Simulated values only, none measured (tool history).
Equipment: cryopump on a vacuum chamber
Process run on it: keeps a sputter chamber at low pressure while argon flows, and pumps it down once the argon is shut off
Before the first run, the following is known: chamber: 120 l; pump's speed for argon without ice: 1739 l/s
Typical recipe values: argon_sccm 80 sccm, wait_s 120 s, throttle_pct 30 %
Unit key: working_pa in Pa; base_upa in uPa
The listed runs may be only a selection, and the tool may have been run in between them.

run 1 hour=0 | argon_sccm=80 wait_s=120 throttle_pct=30 | working_pa=0.2835 base_upa=0.5
run 2 hour=68.7 | argon_sccm=80 wait_s=68 throttle_pct=30 | working_pa=0.2847 base_upa=0.7
run 3 hour=137.9 | argon_sccm=80 wait_s=68 throttle_pct=30 | working_pa=0.2874 base_upa=0.8
run 4 hour=188.8 | argon_sccm=80 wait_s=68 throttle_pct=30 | working_pa=0.291 base_upa=0.81
run 5 hour=235.4 | argon_sccm=80 wait_s=68 throttle_pct=30 | working_pa=0.2913 base_upa=0.85
-- hour=284.6 pump warmed up, emptied and cooled again
run 6 hour=316.9 | argon_sccm=80 wait_s=68 throttle_pct=30 | working_pa=0.262 base_upa=0.76
run 7 hour=354 | argon_sccm=80 wait_s=68 throttle_pct=30 | working_pa=0.2603 base_upa=0.77
run 8 hour=422.3 | argon_sccm=80 wait_s=68 throttle_pct=30 | working_pa=0.2654 base_upa=0.82
run 9 hour=465.8 | argon_sccm=80 wait_s=231 throttle_pct=30 | working_pa=0.2639 base_upa=0.52
run 10 hour=529.9 | argon_sccm=80 wait_s=231 throttle_pct=30 | working_pa=0.2663 base_upa=0.59
run 11 hour=599.5 | argon_sccm=80 wait_s=231 throttle_pct=30 | working_pa=0.2641 base_upa=0.64
run 12 hour=656.1 | argon_sccm=80 wait_s=120 throttle_pct=19 | working_pa=0.4166 base_upa=0.79
run 13 hour=691.5 | argon_sccm=80 wait_s=120 throttle_pct=33 | working_pa=0.2434 base_upa=0.77
run 14 hour=769.4 | argon_sccm=80 wait_s=120 throttle_pct=30 | working_pa=0.2687 base_upa=0.83
run 15 hour=810 | argon_sccm=80 wait_s=120 throttle_pct=30 | working_pa=0.2685 base_upa=0.9
run 16 hour=877 | argon_sccm=80 wait_s=120 throttle_pct=30 | working_pa=0.2686 base_upa=0.93
run 17 hour=948.9 | argon_sccm=80 wait_s=120 throttle_pct=56 | working_pa=0.152 base_upa=1.02
run 18 hour=1004.6 | argon_sccm=159 wait_s=128 throttle_pct=20 | working_pa=0.8016 base_upa=0.99
run 19 hour=1056.8 | argon_sccm=92 wait_s=215 throttle_pct=55 | working_pa=0.1801 base_upa=0.99
run 20 hour=1105.8 | argon_sccm=48 wait_s=58 throttle_pct=55 | working_pa=0.0951 base_upa=1.35
run 21 hour=1148.9 | argon_sccm=48 wait_s=58 throttle_pct=55 | working_pa=0.0946 base_upa=1.33
run 22 hour=1218.2 | argon_sccm=35 wait_s=58 throttle_pct=55 | working_pa=0.0692 base_upa=1.42
run 23 hour=1286 | argon_sccm=72 wait_s=171 throttle_pct=35 | working_pa=0.22 base_upa=1.18
run 24 hour=1340.7 | argon_sccm=72 wait_s=171 throttle_pct=35 | working_pa=0.2184 base_upa=1.25
run 25 hour=1376 | argon_sccm=80 wait_s=58 throttle_pct=49 | working_pa=0.1818 base_upa=1.54
run 26 hour=1417.9 | argon_sccm=80 wait_s=58 throttle_pct=49 | working_pa=0.1828 base_upa=1.61
run 27 hour=1469.9 | argon_sccm=42 wait_s=82 throttle_pct=16 | working_pa=0.2665 base_upa=1.45
run 28 hour=1522.2 | argon_sccm=80 wait_s=93 throttle_pct=30 | working_pa=0.2879 base_upa=1.49
run 29 hour=1568.3 | argon_sccm=38 wait_s=185 throttle_pct=36 | working_pa=0.1148 base_upa=1.41
run 30 hour=1649.1 | argon_sccm=38 wait_s=185 throttle_pct=36 | working_pa=0.1177 base_upa=1.49
run 31 hour=1727.8 | argon_sccm=61 wait_s=185 throttle_pct=57 | working_pa=0.13 base_upa=1.55
-- hour=1763.1 pump warmed up, emptied and cooled again
run 32 hour=1798 | argon_sccm=61 wait_s=185 throttle_pct=57 | working_pa=0.1054 base_upa=1.23
run 33 hour=1870.9 | argon_sccm=87 wait_s=185 throttle_pct=57 | working_pa=0.1537 base_upa=1.24

How would selected steps in working_pa from run to run divide? Give the signed amount a tool lacking its hidden state would still show from settings, what came in and random variation, and the signed amount left for the hidden state, including any gauge scatter that is not in both of the compared results.
What the log doesn't record here: pump's speed, % of a pump's without ice; cold plate's temperature, K; leak into the chamber, uPa l/s; drift of the gauge itself on working_pa, %; drift of the gauge itself on base_upa, %.
Run 5 -> 6: pump warmed up, emptied and cooled again. working_pa -0.0293 Pa: hidden state -0.0305, all else +0.0012.
Run 12 -> 13: throttle_pct 19 -> 33. working_pa -0.1732 Pa: hidden state +0.0007, all else -0.1739.
Run 17 -> 18: argon_sccm 80 -> 159, wait_s 120 -> 128, throttle_pct 56 -> 20. working_pa +0.6496 Pa: hidden state +0.0152, all else +0.6344.
Run 18 -> 19: argon_sccm 159 -> 92, wait_s 128 -> 215, throttle_pct 20 -> 55. working_pa -0.6215 Pa: hidden state -0.0106, all else -0.6109.
Run 31 -> 32: pump warmed up, emptied and cooled again. working_pa -0.0246 Pa: hidden state -0.0231, all else -0.0015.

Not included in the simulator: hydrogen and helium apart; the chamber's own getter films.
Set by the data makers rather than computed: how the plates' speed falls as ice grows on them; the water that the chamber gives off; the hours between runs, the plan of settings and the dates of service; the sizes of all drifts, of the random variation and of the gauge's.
